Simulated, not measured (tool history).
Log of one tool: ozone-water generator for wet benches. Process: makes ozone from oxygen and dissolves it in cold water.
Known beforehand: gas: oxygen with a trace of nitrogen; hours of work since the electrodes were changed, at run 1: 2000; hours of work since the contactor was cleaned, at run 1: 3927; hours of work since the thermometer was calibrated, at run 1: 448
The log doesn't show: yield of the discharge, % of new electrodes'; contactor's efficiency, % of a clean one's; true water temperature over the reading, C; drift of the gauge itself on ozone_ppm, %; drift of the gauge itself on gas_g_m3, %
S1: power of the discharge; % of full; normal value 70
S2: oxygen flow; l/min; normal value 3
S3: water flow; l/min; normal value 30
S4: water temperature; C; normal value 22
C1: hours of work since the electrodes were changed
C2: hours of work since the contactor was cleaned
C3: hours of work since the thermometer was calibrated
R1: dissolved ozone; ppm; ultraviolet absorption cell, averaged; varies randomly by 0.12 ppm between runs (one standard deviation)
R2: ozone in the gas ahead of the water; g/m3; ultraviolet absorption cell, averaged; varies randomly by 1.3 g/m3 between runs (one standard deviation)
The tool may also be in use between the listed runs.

Run 1, hour 0: usual settings; C1 2000; C2 3927; C3 448. Result: R1 9.3 ppm, R2 208.5 g/m3.
Run 2, hour 25.4: usual settings; C1 2021; C2 3949; C3 470. Result: R1 9.2 ppm, R2 208.6 g/m3.
Run 3, hour 82.8: usual settings; C1 2070; C2 3997; C3 518. Result: R1 9.3 ppm, R2 206.9 g/m3.
Run 4, hour 142.5: usual settings but S1 94 % of full; C1 2120; C2 4048; C3 569. Result: R1 11 ppm, R2 246.3 g/m3.
Run 5, hour 193.5: usual settings but S1 88 % of full; C1 2163; C2 4091; C3 612. Result: R1 10.5 ppm, R2 234.3 g/m3.
Run 6, hour 224.4: usual settings but S2 3.73 l/min; C1 2189; C2 4117; C3 638. Result: R1 9.4 ppm, R2 180.5 g/m3.
Run 7, hour 265.9: usual settings but S2 3.73 l/min; C1 2224; C2 4152; C3 673. Result: R1 9.5 ppm, R2 180.3 g/m3.
Run 8, hour 318: usual settings; C1 2268; C2 4196; C3 717. Result: R1 9.2 ppm, R2 203.8 g/m3.
At hour 326.4: contactor cleaned.
Run 9, hour 356.6: usual settings but S1 41 % of full; C1 2298; C2 25; C3 746. Result: R1 7.3 ppm, R2 150.6 g/m3.
Run 10, hour 390.1: usual settings; C1 2326; C2 54; C3 774. Result: R1 10 ppm, R2 204 g/m3.
Run 11, hour 444.2: usual settings; C1 2372; C2 99; C3 820. Result: R1 9.8 ppm, R2 205.3 g/m3.
Run 12, hour 480.6: usual settings; C1 2402; C2 130; C3 851. Result: R1 9.8 ppm, R2 203.7 g/m3.
Run 13, hour 513.6: usual settings; C1 2430; C2 158; C3 879. Result: R1 9.9 ppm, R2 202.6 g/m3.
Run 14, hour 562.7: usual settings but S2 1.91 l/min, S4 19 C; C1 2472; C2 200; C3 920. Result: R1 9.1 ppm, R2 270.3 g/m3.
Run 15, hour 594.2: usual settings but S2 4.46 l/min, S4 18 C; C1 2498; C2 226; C3 947. Result: R1 10.5 ppm, R2 158.5 g/m3.
At hour 599.2: water thermometer calibrated.
Run 16, hour 637.9: usual settings but S2 4.46 l/min, S4 18 C; C1 2535; C2 263; C3 33. Result: R1 10.3 ppm, R2 157.4 g/m3.
Run 17, hour 670: usual settings but S1 78 % of full; C1 2562; C2 290; C3 60. Result: R1 10.3 ppm, R2 216.3 g/m3.
Run 18, hour 721.4: usual settings but S1 78 % of full; C1 2605; C2 333; C3 103. Result: R1 10.2 ppm, R2 212.2 g/m3.
Run 19, hour 751.9: usual settings but S1 96 % of full, S2 4.01 l/min, S4 17 C; C1 2631; C2 359; C3 129. Result: R1 12.6 ppm, R2 199.4 g/m3.
Run 20, hour 780.8: usual settings but S1 96 % of full, S2 4.01 l/min, S4 17 C; C1 2655; C2 383; C3 153. Result: R1 12.4 ppm, R2 199.2 g/m3.
Run 21, hour 820.9: usual settings but S1 96 % of full, S2 4.01 l/min, S4 17 C; C1 2689; C2 417; C3 187. Result: R1 12.4 ppm, R2 199.1 g/m3.
Run 22, hour 850.9: usual settings but S1 61 % of full, S2 4.01 l/min, S3 23 l/min, S4 17 C; C1 2715; C2 442; C3 212. Result: R1 12.1 ppm, R2 154.5 g/m3.
At hour 884.5: water thermometer calibrated, once more.
Run 23, hour 904.6: usual settings but S1 61 % of full, S2 4.01 l/min, S3 23 l/min, S4 17 C; C1 2759; C2 487; C3 17. Result: R1 12.1 ppm, R2 155.1 g/m3.
Run 24, hour 953.9: usual settings but S1 85 % of full, S2 3.95 l/min; C1 2801; C2 529; C3 59. Result: R1 10.6 ppm, R2 186.5 g/m3.

Same runs, no hidden state in the tool, same run-to-run variation:
run    R1     R2
  1  11.2  231.9
  2  11.1  232.3
  3  11.3  231.2
  4  13.7  281.6
  5    13  267.4
  6  11.5    203
  7  11.6  203.2
  8  11.3  230.2
  9   7.9  163.7
 10  11.3  231.2
 11  11.2  233.2
 12  11.2  231.8
 13  11.3  230.9
 14  10.5  308.8
 15  12.1  181.3
 16  11.9  180.4
 17    12  250.7
 18    12  246.6
 19  15.1  236.1
 20  14.8  236.4
 21  14.9  236.8
 22  13.9  176.8
 23    14  177.7
 24  12.7    221

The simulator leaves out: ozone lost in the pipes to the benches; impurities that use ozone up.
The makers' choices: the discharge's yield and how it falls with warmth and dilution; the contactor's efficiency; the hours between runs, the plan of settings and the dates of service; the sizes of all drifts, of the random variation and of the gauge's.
